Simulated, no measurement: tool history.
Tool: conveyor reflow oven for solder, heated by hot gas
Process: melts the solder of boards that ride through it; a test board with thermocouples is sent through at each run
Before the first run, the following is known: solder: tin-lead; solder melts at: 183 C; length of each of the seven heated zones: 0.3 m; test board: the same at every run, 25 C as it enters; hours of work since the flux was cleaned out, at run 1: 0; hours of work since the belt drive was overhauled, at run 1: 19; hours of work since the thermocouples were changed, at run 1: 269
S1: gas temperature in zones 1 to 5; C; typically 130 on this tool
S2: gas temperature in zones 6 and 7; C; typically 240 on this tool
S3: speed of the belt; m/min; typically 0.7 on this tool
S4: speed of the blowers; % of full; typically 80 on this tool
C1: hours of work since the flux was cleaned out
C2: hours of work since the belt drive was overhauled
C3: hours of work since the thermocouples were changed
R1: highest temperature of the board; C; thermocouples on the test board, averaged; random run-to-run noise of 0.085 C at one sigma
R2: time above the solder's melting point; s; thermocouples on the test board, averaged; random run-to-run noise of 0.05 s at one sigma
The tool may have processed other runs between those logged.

Run 1, hour 0: usual settings; C1 0; C2 19; C3 269. Result: R1 220.91 C, R2 38.31 s.
Run 2, hour 64.8: usual settings but S3 0.829 m/min; C1 37; C2 57; C3 306. Result: R1 214.19 C, R2 28.8 s.
Run 3, hour 105.7: usual settings but S3 0.829 m/min; C1 61; C2 80; C3 330. Result: R1 214.35 C, R2 28.85 s.
Run 4, hour 161.8: usual settings; C1 93; C2 113; C3 362. Result: R1 220.74 C, R2 38.23 s.
Run 5, hour 212.1: usual settings; C1 122; C2 141; C3 391. Result: R1 220.83 C, R2 38.26 s.
Run 6, hour 257.5: usual settings; C1 148; C2 168; C3 417. Result: R1 220.99 C, R2 38.31 s.
Run 7, hour 303.9: usual settings; C1 175; C2 194; C3 444. Result: R1 220.86 C, R2 38.22 s.
At hour 361.7: flux residue cleaned out of gas plates and filters.
Run 8, hour 366.9: usual settings but S3 0.831 m/min; C1 3; C2 228; C3 477. Result: R1 214.28 C, R2 28.8 s.
Run 9, hour 452.1: usual settings but S2 237 C; C1 52; C2 277; C3 526. Result: R1 218.45 C, R2 37.07 s.
Run 10, hour 532.8: usual settings but S2 237 C; C1 98; C2 323; C3 572. Result: R1 218.27 C, R2 37.07 s.
Run 11, hour 616.8: usual settings but S2 237 C; C1 147; C2 371; C3 621. Result: R1 218.07 C, R2 37.04 s.
Run 12, hour 694.1: usual settings but S2 244 C, S3 0.706 m/min; C1 191; C2 416; C3 665. Result: R1 223.98 C, R2 39.33 s.
At hour 727.4: flux residue cleaned out of gas plates and filters.
Run 13, hour 756.2: usual settings but S2 245 C, S3 0.734 m/min, S4 76 % of full; C1 17; C2 449; C3 698. Result: R1 222.47 C, R2 37.09 s.
Run 14, hour 804.6: usual settings but S2 245 C, S3 0.734 m/min, S4 76 % of full; C1 44; C2 477; C3 726. Result: R1 222.4 C, R2 37.06 s.
Run 15, hour 873.5: usual settings but S2 245 C, S3 0.791 m/min, S4 76 % of full; C1 84; C2 516; C3 766. Result: R1 219.44 C, R2 32.78 s.
Run 16, hour 946.4: usual settings but S3 0.603 m/min; C1 126; C2 558; C3 808. Result: R1 225.82 C, R2 47.57 s.
Run 17, hour 1037.4: usual settings but S2 231 C, S3 0.773 m/min, S4 76 % of full; C1 178; C2 611; C3 860. Result: R1 208.94 C, R2 28.09 s.
Run 18, hour 1083.1: usual settings but S1 131 C, S2 230 C, S3 0.72 m/min, S4 55 % of full; C1 205; C2 637; C3 886. Result: R1 206.22 C, R2 28.09 s.
At hour 1092.5: flux residue cleaned out of gas plates and filters.
Run 19, hour 1163.4: usual settings but S1 131 C, S2 230 C, S3 0.72 m/min, S4 55 % of full; C1 41; C2 680; C3 929. Result: R1 206.04 C, R2 28.12 s.
Run 20, hour 1223.7: usual settings but S1 122 C, S2 229 C, S3 0.72 m/min, S4 55 % of full; C1 75; C2 715; C3 964. Result: R1 203.35 C, R2 24.18 s.
Run 21, hour 1292.9: usual settings but S1 140 C, S4 81 % of full; C1 115; C2 755; C3 1004. Result: R1 222.82 C, R2 41.52 s.
Run 22, hour 1380.5: usual settings but S1 124 C, S2 253 C, S3 0.622 m/min; C1 166; C2 805; C3 1054. Result: R1 235.65 C, R2 48.66 s.

Below, some changes in R2 between adjacent runs. For each, the amount present without the hidden state too (settings, incoming material, random variation) and the amount remaining for the hidden state with gauge scatter not shared by both compared results:
What the log doesn't record here: heat that the gas passes to the board, % of a clean oven's; belt's true speed, % of the reading; true gas temperature in zones 6 and 7 over the reading, C; drift of the gauge itself on peak_c, C; drift of the gauge itself on liquid_s, %.
Run 7 -> 8: S3 0.7 -> 0.831, flux residue cleaned out of gas plates and filters. R2 -9.42 s: hidden state +0.03, all else -9.45.
Run 16 -> 17: S2 240 -> 231, S3 0.603 -> 0.773, S4 80 -> 76. R2 -19.48 s: hidden state -0.02, all else -19.46.
Run 18 -> 19: flux residue cleaned out of gas plates and filters. R2 +0.03 s: hidden state +0.05, all else -0.02.
Run 20 -> 21: S1 122 -> 140, S2 229 -> 240, S3 0.72 -> 0.7, S4 55 -> 81. R2 +17.34 s: hidden state -0.01, all else +17.35.
